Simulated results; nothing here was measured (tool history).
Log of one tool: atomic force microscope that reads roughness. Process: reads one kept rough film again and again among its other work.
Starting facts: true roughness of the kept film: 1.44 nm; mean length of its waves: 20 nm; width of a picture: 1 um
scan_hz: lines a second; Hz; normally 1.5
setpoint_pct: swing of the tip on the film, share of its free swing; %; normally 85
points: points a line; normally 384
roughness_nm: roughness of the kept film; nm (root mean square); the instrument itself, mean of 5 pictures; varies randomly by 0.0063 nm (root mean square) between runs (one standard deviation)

run,hour,scan_hz,setpoint_pct,points,roughness_nm
1,0,1.5,85,384,1.007
# hour 11.6: new tip fitted
2,15.9,1.5,85,384,1.177
3,26.2,1.5,72,384,1.178
4,36.7,1.5,72,984,1.142
5,50.4,1.5,72,984,1.077
6,61.9,1.5,72,984,1.024
# hour 65.7: new tip fitted
7,85.2,1.5,72,984,1.163
8,98.8,1.5,72,984,1.097
# hour 119.3: new tip fitted
9,120.3,1.5,72,984,1.284
10,130.2,1.5,72,984,1.214
11,143.4,1.5,72,984,1.138
12,158.8,1.5,72,984,1.057
# hour 174.1: new tip fitted
13,178.4,2,67,357,1.242
# hour 180.8: height scale calibrated on a step standard
14,199.8,3.79,64,459,1.105
15,216.5,2.23,64,755,1.069
# hour 229.1: new tip fitted
# hour 234.4: height scale calibrated on a step standard, once more
16,234.4,1.16,66,384,1.262
17,254,1.16,66,384,1.135
18,275.3,1.5,74,907,1.023
# hour 285: new tip fitted
19,287.5,1.5,74,907,1.26
20,300.1,3.45,82,384,1.029
21,312.2,1.5,58,384,1.142
22,331.2,1.23,85,485,1.006

Forecast each of these 5 alternatives for the next run:
# hour 339.3: new tip fitted
A,347.5,1.5,85,418,?
# hour 339.3: new tip fitted
B,347.5,0.93,65,877,?
# hour 339.3: new tip fitted
C,347.5,1.23,56,754,?
# hour 339.3: new tip fitted
D,347.5,0.95,62,960,?
# hour 339.3: new tip fitted
E,347.5,1.5,57,269,?

run,roughness_nm
A,1.156
B,1.268
C,1.28
D,1.268
E,1.223
Without the tool's hidden state the same runs would have given:
run,roughness_nm
A,1.199
B,1.314
C,1.327
D,1.315
E,1.268
